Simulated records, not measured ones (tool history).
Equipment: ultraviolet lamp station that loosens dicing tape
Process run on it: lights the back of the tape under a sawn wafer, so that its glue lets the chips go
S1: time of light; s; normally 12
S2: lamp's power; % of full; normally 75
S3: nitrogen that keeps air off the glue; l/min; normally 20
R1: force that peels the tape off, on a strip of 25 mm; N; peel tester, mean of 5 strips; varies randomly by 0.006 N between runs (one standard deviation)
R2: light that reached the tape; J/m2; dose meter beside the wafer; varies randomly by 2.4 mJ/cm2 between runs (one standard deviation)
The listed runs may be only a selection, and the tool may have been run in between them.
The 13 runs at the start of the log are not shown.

run 14 hour=302.0 | S1=12 S2=75 S3=20 | R1=0.225 R2=2620
run 15 hour=333.5 | S1=12 S2=92 S3=20 | R1=0.120 R2=3160
run 16 hour=362.6 | S1=12 S2=92 S3=20 | R1=0.126 R2=3080
run 17 hour=383.4 | S1=12 S2=92 S3=20 | R1=0.135 R2=3120
run 18 hour=418.2 | S1=12 S2=92 S3=20 | R1=0.135 R2=3060
run 19 hour=445.6 | S1=12 S2=92 S3=20 | R1=0.144 R2=3080
run 20 hour=468.2 | S1=12 S2=75 S3=20 | R1=0.235 R2=2530
run 21 hour=490.3 | S1=12 S2=75 S3=20 | R1=0.244 R2=2470
run 22 hour=519.6 | S1=12 S2=75 S3=13 | R1=0.393 R2=2450
run 23 hour=539.9 | S1=13 S2=61 S3=6 | R1=1.041 R2=2160
run 24 hour=575.0 | S1=8 S2=94 S3=23 | R1=0.362 R2=2050
run 25 hour=589.2 | S1=8 S2=94 S3=23 | R1=0.370 R2=2050
run 26 hour=604.4 | S1=8 S2=94 S3=17 | R1=0.469 R2=2040
run 27 hour=638.9 | S1=9 S2=75 S3=20 | R1=0.570 R2=1850
run 28 hour=674.0 | S1=7 S2=83 S3=19 | R1=0.810 R2=1560
run 29 hour=694.2 | S1=7 S2=83 S3=19 | R1=0.814 R2=1560
run 30 hour=728.1 | S1=7 S2=72 S3=16 | R1=1.214 R2=1300
run 31 hour=762.2 | S1=9 S2=63 S3=17 | R1=0.934 R2=1500
-- hour=768.4 window cleaned of glue's vapour
run 32 hour=782.3 | S1=12 S2=63 S3=33 | R1=0.247 R2=2090
run 33 hour=807.7 | S1=12 S2=62 S3=20 | R1=0.417 R2=2040
run 34 hour=835.1 | S1=17 S2=60 S3=14 | R1=0.247 R2=2800
run 35 hour=859.6 | S1=17 S2=60 S3=14 | R1=0.259 R2=2790
run 36 hour=889.6 | S1=17 S2=60 S3=14 | R1=0.277 R2=2750
run 37 hour=909.7 | S1=23 S2=63 S3=28 | R1=0.063 R2=3910
run 38 hour=932.9 | S1=16 S2=63 S3=12 | R1=0.316 R2=2690

What will run 39 give?
run 39 hour=961.3 | S1=12 S2=89 S3=17 | R1=? R2=?

Logged for run 39: R1 0.201 N, R2 2850 J/m2.
Had the tool carried no hidden state, the very same run would have given R1 0.129 N, R2 3370 J/m2.

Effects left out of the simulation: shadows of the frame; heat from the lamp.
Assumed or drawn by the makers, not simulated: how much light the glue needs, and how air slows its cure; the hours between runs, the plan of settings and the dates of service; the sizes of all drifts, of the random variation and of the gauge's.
